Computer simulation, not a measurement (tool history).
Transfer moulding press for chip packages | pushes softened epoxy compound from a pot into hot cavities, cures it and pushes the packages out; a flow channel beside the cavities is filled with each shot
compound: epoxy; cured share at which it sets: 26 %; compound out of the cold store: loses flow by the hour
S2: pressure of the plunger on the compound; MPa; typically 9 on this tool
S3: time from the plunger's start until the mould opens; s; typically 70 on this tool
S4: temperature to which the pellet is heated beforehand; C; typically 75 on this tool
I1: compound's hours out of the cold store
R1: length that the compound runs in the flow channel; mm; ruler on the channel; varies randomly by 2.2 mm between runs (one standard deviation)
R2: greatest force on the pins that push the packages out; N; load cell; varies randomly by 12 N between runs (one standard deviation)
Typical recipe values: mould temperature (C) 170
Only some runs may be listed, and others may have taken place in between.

Run 1, day 0: usual settings; I1 47.4. Result: R1 718 mm, R2 667 N.
Run 2, day 0.812: usual settings but S3 69 s; I1 39.5. Result: R1 731 mm, R2 834 N.
Run 3, day 1.617: usual settings; I1 46.5. Result: R1 711 mm, R2 852 N.
Run 4, day 2.075: usual settings; I1 42. Result: R1 723 mm, R2 878 N.
At day 2.521: cavities cleaned with cleaning compound and waxed.
Run 5, day 2.996: usual settings; I1 11.9. Result: R1 806 mm, R2 785 N.
Run 6, day 3.45: usual settings but S3 65 s; I1 46.4. Result: R1 709 mm, R2 960 N.
Run 7, day 4.362: usual settings but S3 65 s; I1 47.7. Result: R1 702 mm, R2 1036 N.
Run 8, day 5.025: usual settings but S3 65 s; I1 47.8. Result: R1 698 mm, R2 1063 N.
At day 5.383: cavities cleaned with cleaning compound and waxed.
Run 9, day 5.95: usual settings but S3 65 s; I1 31.1. Result: R1 735 mm, R2 870 N.
Run 10, day 6.638: usual settings; I1 42.5. Result: R1 712 mm, R2 810 N.
Run 11, day 7.421: usual settings; I1 20.2. Result: R1 767 mm, R2 920 N.
At day 8.267: cavities cleaned with cleaning compound and waxed.
Run 12, day 8.438: usual settings but mould temperature (C) 173, S2 10.2 MPa, S3 73 s; I1 10.6. Result: R1 827 mm, R2 548 N.
At day 8.958: mould's thermocouples calibrated.
Run 13, day 9.55: usual settings but mould temperature (C) 174, S2 10.85 MPa, S3 96 s, S4 69 C; I1 16.5. Result: R1 829 mm, R2 541 N.
Run 14, day 10.179: usual settings but mould temperature (C) 174, S2 9.87 MPa, S3 97 s, S4 65 C; I1 44. Result: R1 717 mm, R2 597 N.
Run 15, day 10.629: usual settings but mould temperature (C) 173, S4 79 C; I1 31.6. Result: R1 713 mm, R2 750 N.
Run 16, day 11.054: usual settings but mould temperature (C) 173, S4 79 C; I1 23.3. Result: R1 733 mm, R2 767 N.
At day 11.3: plunger's sealing rings changed.
At day 11.362: cavities cleaned with cleaning compound and waxed.
Run 17, day 12.1: usual settings but mould temperature (C) 166, S3 109 s, S4 74 C; I1 13.6. Result: R1 825 mm, R2 527 N.
Run 18, day 13.133: usual settings but S2 9.15 MPa, S3 67 s, S4 73 C; I1 27.9. Result: R1 770 mm, R2 959 N.
Run 19, day 13.65: usual settings but S2 9.15 MPa, S3 67 s, S4 73 C; I1 25.1. Result: R1 778 mm, R2 987 N.
At day 14.275: cavities cleaned with cleaning compound and waxed.
Run 20, day 14.275: usual settings but S2 9.15 MPa, S3 67 s, S4 73 C; I1 28.7. Result: R1 768 mm, R2 699 N.
Run 21, day 14.996: usual settings but mould temperature (C) 172; I1 8.7. Result: R1 809 mm, R2 702 N.

What if the next run were any one of these 4? Each begins from the tool's condition after run 21:
Run A, day 15.771: usual settings but S2 10.39 MPa, S3 67 s; I1 30.8. Result: R1 ?, R2 ?.
Run B, day 15.771: usual settings but mould temperature (C) 178; I1 24.6. Result: R1 ?, R2 ?.
Run C, day 15.771: usual settings but mould temperature (C) 164, S3 71 s; I1 39.3. Result: R1 ?, R2 ?.
Run D, day 15.771: usual settings but S3 100 s; I1 17.9. Result: R1 ?, R2 ?.

run   R1    R2
  A  810   891
  B  745   629
  C  746  1255
  D  786   569
The same runs, with their run-to-run variation unchanged, on a tool lacking any hidden condition would have given:
run   R1   R2
  A  825  616
  B  759  441
  C  760  861
  D  802  402
